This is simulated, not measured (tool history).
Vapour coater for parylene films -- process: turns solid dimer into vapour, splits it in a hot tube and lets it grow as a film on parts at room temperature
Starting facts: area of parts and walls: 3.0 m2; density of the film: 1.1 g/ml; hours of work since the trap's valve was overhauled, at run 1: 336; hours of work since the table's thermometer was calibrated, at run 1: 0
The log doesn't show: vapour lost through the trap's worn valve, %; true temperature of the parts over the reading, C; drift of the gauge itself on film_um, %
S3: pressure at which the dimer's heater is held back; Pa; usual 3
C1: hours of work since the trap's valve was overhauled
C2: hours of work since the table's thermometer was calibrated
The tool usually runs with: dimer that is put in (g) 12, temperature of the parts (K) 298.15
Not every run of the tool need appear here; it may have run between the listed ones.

Run 1, hour 0: usual settings; C1 336; C2 0. Result: thickness of the film (µm) 2.792.
Run 2, hour 46.8: usual settings but dimer that is put in (g) 6; C1 378; C2 42. Result: thickness of the film (µm) 1.38.
Run 3, hour 87.8: usual settings but dimer that is put in (g) 6; C1 414; C2 78. Result: thickness of the film (µm) 1.376.
At hour 137.7: trap's valve overhauled.
Run 4, hour 137.7: usual settings but dimer that is put in (g) 6; C1 0; C2 119. Result: thickness of the film (µm) 1.442.
Run 5, hour 170.9: usual settings but dimer that is put in (g) 6; C1 30; C2 148. Result: thickness of the film (µm) 1.437.
Run 6, hour 219.6: usual settings; C1 73; C2 192. Result: thickness of the film (µm) 2.862.
Run 7, hour 273.6: usual settings; C1 121; C2 240. Result: thickness of the film (µm) 2.841.
Run 8, hour 335.1: usual settings but S3 2.89 Pa; C1 176; C2 295. Result: thickness of the film (µm) 2.838.
Run 9, hour 370.8: usual settings but S3 2.89 Pa; C1 207; C2 326. Result: thickness of the film (µm) 2.84.
Run 10, hour 415.4: usual settings but S3 2.89 Pa; C1 247; C2 366. Result: thickness of the film (µm) 2.822.
Run 11, hour 480.2: usual settings but S3 2.89 Pa; C1 305; C2 424. Result: thickness of the film (µm) 2.808.
Run 12, hour 527.2: usual settings; C1 347; C2 465. Result: thickness of the film (µm) 2.792.
Run 13, hour 569.6: usual settings; C1 384; C2 503. Result: thickness of the film (µm) 2.785.
Run 14, hour 600.1: usual settings; C1 411; C2 530. Result: thickness of the film (µm) 2.782.
Run 15, hour 637.1: usual settings but temperature of the parts (K) 300.15; C1 444; C2 563. Result: thickness of the film (µm) 2.574.
At hour 653.6: trap's valve overhauled.
Run 16, hour 706: usual settings but temperature of the parts (K) 300.15; C1 47; C2 621. Result: thickness of the film (µm) 2.7.
Run 17, hour 747.2: usual settings but temperature of the parts (K) 300.15; C1 83; C2 658. Result: thickness of the film (µm) 2.688.
Run 18, hour 782.5: usual settings but temperature of the parts (K) 300.15; C1 115; C2 689. Result: thickness of the film (µm) 2.69.
Run 19, hour 851: usual settings but temperature of the parts (K) 300.15; C1 176; C2 750. Result: thickness of the film (µm) 2.658.
Run 20, hour 918.5: usual settings but temperature of the parts (K) 300.15, S3 6.9 Pa; C1 236; C2 810. Result: thickness of the film (µm) 2.471.
Run 21, hour 979.8: usual settings but temperature of the parts (K) 293.15; C1 290; C2 865. Result: thickness of the film (µm) 3.382.
Run 22, hour 1012.9: usual settings but temperature of the parts (K) 293.15; C1 320; C2 894. Result: thickness of the film (µm) 3.384.
Run 23, hour 1047.7: usual settings but temperature of the parts (K) 293.15; C1 351; C2 925. Result: thickness of the film (µm) 3.372.
Run 24, hour 1090.9: usual settings but temperature of the parts (K) 293.15; C1 389; C2 963. Result: thickness of the film (µm) 3.356.
Run 25, hour 1132.1: usual settings but temperature of the parts (K) 293.15; C1 426; C2 1000. Result: thickness of the film (µm) 3.352.
At hour 1167.5: trap's valve overhauled.
Run 26, hour 1167.5: usual settings but dimer that is put in (g) 21, temperature of the parts (K) 310.15, S3 2.19 Pa; C1 0; C2 1028. Result: thickness of the film (µm) 3.394.
Run 27, hour 1207.7: usual settings but dimer that is put in (g) 11, temperature of the parts (K) 292.15; C1 36; C2 1064. Result: thickness of the film (µm) 3.249.
Run 28, hour 1250.3: usual settings but dimer that is put in (g) 19, temperature of the parts (K) 296.15, S3 6.95 Pa; C1 74; C2 1102. Result: thickness of the film (µm) 4.615.
Run 29, hour 1306.5: usual settings but dimer that is put in (g) 19, temperature of the parts (K) 296.15, S3 6.95 Pa; C1 124; C2 1152. Result: thickness of the film (µm) 4.591.
Run 30, hour 1343.7: usual settings but dimer that is put in (g) 19, temperature of the parts (K) 296.15, S3 6.95 Pa; C1 157; C2 1185. Result: thickness of the film (µm) 4.59.
Run 31, hour 1406.4: usual settings but dimer that is put in (g) 9, temperature of the parts (K) 306.15, S3 9.23 Pa; C1 213; C2 1241. Result: thickness of the film (µm) 1.48.
Run 32, hour 1461: usual settings but dimer that is put in (g) 9, temperature of the parts (K) 306.15, S3 9.23 Pa; C1 261; C2 1289. Result: thickness of the film (µm) 1.457.
Run 33, hour 1497.4: usual settings but dimer that is put in (g) 9, temperature of the parts (K) 306.15, S3 9.23 Pa; C1 294; C2 1322. Result: thickness of the film (µm) 1.461.
Run 34, hour 1536.3: usual settings but S3 7.57 Pa; C1 328; C2 1356. Result: thickness of the film (µm) 2.626.
Run 35, hour 1595.7: usual settings but S3 7.57 Pa; C1 381; C2 1409. Result: thickness of the film (µm) 2.619.
Run 36, hour 1640.4: usual settings but S3 2.81 Pa; C1 421; C2 1449. Result: thickness of the film (µm) 2.841.
At hour 1684.2: trap's valve overhauled.
Run 37, hour 1691.6: usual settings but dimer that is put in (g) 11, temperature of the parts (K) 293.15, S3 4.66 Pa; C1 7; C2 1491. Result: thickness of the film (µm) 3.099.
Run 38, hour 1755.4: usual settings but temperature of the parts (K) 296.15; C1 63; C2 1547. Result: thickness of the film (µm) 3.135.
Run 39, hour 1791.5: usual settings but temperature of the parts (K) 296.15; C1 96; C2 1580. Result: thickness of the film (µm) 3.123.
Run 40, hour 1841.6: usual settings but temperature of the parts (K) 296.15; C1 140; C2 1624. Result: thickness of the film (µm) 3.112.
Run 41, hour 1909.1: usual settings but dimer that is put in (g) 11, temperature of the parts (K) 296.15, S3 2.4 Pa; C1 200; C2 1684. Result: thickness of the film (µm) 2.9.
Run 42, hour 1956.4: usual settings but dimer that is put in (g) 19, S3 6.17 Pa; C1 242; C2 1726. Result: thickness of the film (µm) 4.289.
Run 43, hour 2015.8: usual settings but dimer that is put in (g) 9, temperature of the parts (K) 294.15, S3 2.99 Pa; C1 295; C2 1779. Result: thickness of the film (µm) 2.487.
Run 44, hour 2083.1: usual settings but dimer that is put in (g) 20, temperature of the parts (K) 296.15, S3 9.08 Pa; C1 355; C2 1839. Result: thickness of the film (µm) 4.653.
Run 45, hour 2151.1: usual settings but dimer that is put in (g) 7, temperature of the parts (K) 299.15, S3 3.72 Pa; C1 415; C2 1899. Result: thickness of the film (µm) 1.553.
Run 46, hour 2184.4: usual settings but dimer that is put in (g) 7, temperature of the parts (K) 299.15, S3 3.72 Pa; C1 445; C2 1929. Result: thickness of the film (µm) 1.557.
At hour 2201.5: trap's valve overhauled.
Run 47, hour 2250.1: usual settings but dimer that is put in (g) 7, temperature of the parts (K) 300.15, S3 3.72 Pa; C1 43; C2 1984. Result: thickness of the film (µm) 1.592.

Consider 4 possible next runs. They are alternatives, not a sequence: every one starts from the tool as it was left by run 47. What does each give?
Run A, hour 2299.2: usual settings but dimer that is put in (g) 14, temperature of the parts (K) 300.15, S3 3.72 Pa; C1 87; C2 2028. Result: thickness of the film (µm) ?.
Run B, hour 2299.2: usual settings but temperature of the parts (K) 300.15, S3 3.72 Pa; C1 87; C2 2028. Result: thickness of the film (µm) ?.
Run C, hour 2299.2: usual settings but dimer that is put in (g) 9, temperature of the parts (K) 300.15, S3 3.72 Pa; C1 87; C2 2028. Result: thickness of the film (µm) ?.
Run D, hour 2299.2: usual settings but dimer that is put in (g) 7, temperature of the parts (K) 300.15, S3 5.94 Pa; C1 87; C2 2028. Result: thickness of the film (µm) ?.

run  thickness of the film (µm)
  A                        3.14
  B                       2.709
  C                       2.012
  D                       1.517
Without the tool's unlogged condition, the same runs would have read:
run  thickness of the film (µm)
  A                       3.059
  B                        2.64
  C                       1.959
  D                       1.478
